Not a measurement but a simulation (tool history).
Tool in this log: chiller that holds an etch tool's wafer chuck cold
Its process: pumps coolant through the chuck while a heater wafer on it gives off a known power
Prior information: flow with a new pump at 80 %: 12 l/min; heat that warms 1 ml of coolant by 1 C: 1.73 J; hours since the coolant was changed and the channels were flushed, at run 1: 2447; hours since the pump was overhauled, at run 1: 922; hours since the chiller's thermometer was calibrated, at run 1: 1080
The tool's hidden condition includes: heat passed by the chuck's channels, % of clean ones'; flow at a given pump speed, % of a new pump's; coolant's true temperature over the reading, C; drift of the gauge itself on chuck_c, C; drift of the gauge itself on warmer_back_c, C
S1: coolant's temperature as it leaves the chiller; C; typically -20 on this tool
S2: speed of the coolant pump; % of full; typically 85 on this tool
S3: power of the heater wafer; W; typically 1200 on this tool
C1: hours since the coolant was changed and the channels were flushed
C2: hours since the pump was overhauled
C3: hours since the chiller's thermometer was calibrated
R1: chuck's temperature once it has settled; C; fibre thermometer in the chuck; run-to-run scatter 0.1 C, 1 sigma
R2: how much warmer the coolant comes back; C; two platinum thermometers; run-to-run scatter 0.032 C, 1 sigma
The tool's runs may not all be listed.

{"run": 1, "hour": 0.0, "S1": -20, "S2": 85, "S3": 1200, "C1": 2447, "C2": 922, "C3": 1080, "R1": -5.4, "R2": 3.31}
{"run": 2, "hour": 51.4, "S1": -20, "S2": 85, "S3": 1200, "C1": 2499, "C2": 973, "C3": 1131, "R1": -5.3, "R2": 3.32}
{"run": 3, "hour": 81.7, "S1": -20, "S2": 85, "S3": 1200, "C1": 2529, "C2": 1004, "C3": 1161, "R1": -5.3, "R2": 3.29}
{"run": 4, "hour": 120.4, "S1": -20, "S2": 85, "S3": 980, "C1": 2568, "C2": 1042, "C3": 1200, "R1": -7.8, "R2": 2.69}
{"run": 5, "hour": 175.9, "S1": -20, "S2": 85, "S3": 980, "C1": 2623, "C2": 1098, "C3": 1256, "R1": -8, "R2": 2.71}
{"run": 6, "hour": 222.9, "S1": -20, "S2": 85, "S3": 980, "C1": 2670, "C2": 1145, "C3": 1303, "R1": -7.8, "R2": 2.69}
{"run": 7, "hour": 279.2, "S1": -20, "S2": 85, "S3": 980, "C1": 2727, "C2": 1201, "C3": 1359, "R1": -7.9, "R2": 2.69}
{"run": 8, "hour": 313.8, "S1": -20, "S2": 71, "S3": 1200, "C1": 2761, "C2": 1236, "C3": 1393, "R1": -3.1, "R2": 4.03}
{"run": 9, "hour": 369.8, "S1": -20, "S2": 71, "S3": 1200, "C1": 2817, "C2": 1292, "C3": 1449, "R1": -3.1, "R2": 4.05}
{"run": 10, "hour": 397.6, "S1": -14, "S2": 85, "S3": 1200, "C1": 2845, "C2": 1320, "C3": 1477, "R1": 1.1, "R2": 3.28}
{"run": 11, "hour": 446.4, "S1": -14, "S2": 85, "S3": 1200, "C1": 2894, "C2": 1368, "C3": 1526, "R1": 0.9, "R2": 3.33}
{"run": 12, "hour": 485.8, "S1": -14, "S2": 85, "S3": 1200, "C1": 2933, "C2": 1408, "C3": 1565, "R1": 1, "R2": 3.31}
{"run": 13, "hour": 519.3, "S1": -14, "S2": 85, "S3": 1200, "C1": 2967, "C2": 1441, "C3": 1599, "R1": 0.8, "R2": 3.31}
{"run": 14, "hour": 548.0, "S1": -14, "S2": 85, "S3": 1200, "C1": 2995, "C2": 1470, "C3": 1628, "R1": 1, "R2": 3.37}
{"run": 15, "hour": 588.0, "S1": -14, "S2": 85, "S3": 1200, "C1": 3035, "C2": 1510, "C3": 1668, "R1": 0.9, "R2": 3.35}
{"run": 16, "hour": 644.4, "S1": -14, "S2": 85, "S3": 1200, "C1": 3092, "C2": 1566, "C3": 1724, "R1": 1.1, "R2": 3.32}
{"run": 17, "hour": 698.0, "S1": -14, "S2": 76, "S3": 988, "C1": 3145, "C2": 1620, "C3": 1778, "R1": -0.6, "R2": 3.09}
{"run": 18, "hour": 744.7, "S1": -14, "S2": 76, "S3": 650, "C1": 3192, "C2": 1667, "C3": 1824, "R1": -5.2, "R2": 2.03}
{"run": 19, "hour": 796.6, "S1": -23, "S2": 76, "S3": 650, "C1": 3244, "C2": 1719, "C3": 1876, "R1": -14, "R2": 2.01}
{"run": 20, "hour": 822.0, "S1": -23, "S2": 76, "S3": 650, "C1": 3269, "C2": 1744, "C3": 1902, "R1": -14.3, "R2": 2.04}

Run 21 has not been measured yet. What should we expect?
{"run": 21, "hour": 873.3, "S1": -23, "S2": 76, "S3": 650, "C1": 3321, "C2": 1795, "C3": 1953, "R1": "?", "R2": "?"}

R1: -13.9 C
R2: 2.03 C
Minus the tool's unlogged condition, the same run would have read R1 -14.8 C, R2 1.99 C.
